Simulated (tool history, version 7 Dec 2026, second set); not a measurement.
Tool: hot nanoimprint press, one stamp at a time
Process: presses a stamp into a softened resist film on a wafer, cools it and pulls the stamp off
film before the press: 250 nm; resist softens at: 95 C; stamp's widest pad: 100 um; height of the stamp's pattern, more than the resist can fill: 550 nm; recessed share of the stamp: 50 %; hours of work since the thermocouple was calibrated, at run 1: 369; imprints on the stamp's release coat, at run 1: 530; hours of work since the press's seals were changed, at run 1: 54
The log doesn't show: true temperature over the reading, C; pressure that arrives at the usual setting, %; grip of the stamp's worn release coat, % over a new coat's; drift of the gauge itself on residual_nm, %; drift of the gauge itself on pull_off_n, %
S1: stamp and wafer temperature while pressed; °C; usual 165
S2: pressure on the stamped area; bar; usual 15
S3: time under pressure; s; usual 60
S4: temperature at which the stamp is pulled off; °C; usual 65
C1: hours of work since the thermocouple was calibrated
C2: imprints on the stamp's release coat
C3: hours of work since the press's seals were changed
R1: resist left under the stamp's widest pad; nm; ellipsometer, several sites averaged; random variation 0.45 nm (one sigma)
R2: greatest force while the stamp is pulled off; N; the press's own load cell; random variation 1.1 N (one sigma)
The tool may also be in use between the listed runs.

run     day   S1    S2   S3  S4   C1    C2   C3     R1   R2
  1       0  165    15   60  65  369   530   54  146.8  134
  2   0.554  165    15   60  65  377   558   61    147  132
  3   1.092  165    15   79  65  384   586   69  134.7  132
  4   1.488  165    15   79  65  390   606   74  135.7  134
  5   2.138  165    15   79  65  399   639   83  135.4  133
  6   2.738  165    15   79  65  407   670   92  135.3  136
  7   3.017  165    15   79  65  411   685   96  136.1  136
  8   3.579  165    15   79  65  419   714  104  135.5  134
  9   4.104  165    15   79  65  426   741  111  135.7  132
 10     4.7  165    15   79  65  434   771  119  137.6  133
 11   5.017  165    15   79  65  439   788  124  136.5  132
 12   5.367  165    15   79  65  444   806  128  135.9  134
 13     5.7  165    15   79  65  448   823  133  136.4  134
 14   6.333  165    15   60  65  457   855  142  148.5  135
 15   6.662  165    15   60  65  462   872  146  148.5  133
 16   7.183  165    15   60  65  469   899  154    148  136
 17   7.508  165    15   60  65  473   916  158  149.2  133
 18   7.983  165  14.6   32  52  480   940  165  177.8  168
 19   8.421  165  14.6   32  52  486   963  171  177.9  169
 20   8.838  174    15   45  65  492   984  177  123.2  134
 21    9.35  174  17.4   45  59  499  1011  184  114.2  150
 22  10.033  174  17.4   45  59  509  1046  193  114.9  151
 23  10.717  160  23.1   59  65  518  1081  203  145.5  133
 24  11.325  175  19.2  106  73  527  1112  211   76.8  112
     11.854  -- plate thermocouple calibrated
 25  11.962  175  19.2  106  73    2  1139  218   76.9  114
 26  12.425  175  19.2  106  73    8  1162  225   77.4  112
 27  12.858  175  19.2  106  73   14  1185  231   77.8  112
 28   13.15  165  13.5   60  65   18  1200  235  157.3  134
 29  13.517  165  13.5   60  65   23  1218  240  157.1  133
 30  13.942  165  13.5   60  65   29  1240  246  158.2  132
 31  14.329  165  17.6   60  66   34  1260  251  139.7  132

3 ways to go on from here, each from the tool as it stands after run 31. What would each give?
  A  14.638  167  21.8  60  55  39  1276  256   ?   ?
  B  14.638  165  17.6  75  69  39  1276  256   ?   ?
  C  14.638  165  12.8  60  66  39  1276  256   ?   ?

run     R1   R2
  A  117.6  160
  B  130.8  124
  C  161.7  132
Without the tool's hidden state the same runs would have given:
run     R1   R2
  A  114.7  159
  B  127.6  123
  C  157.7  131

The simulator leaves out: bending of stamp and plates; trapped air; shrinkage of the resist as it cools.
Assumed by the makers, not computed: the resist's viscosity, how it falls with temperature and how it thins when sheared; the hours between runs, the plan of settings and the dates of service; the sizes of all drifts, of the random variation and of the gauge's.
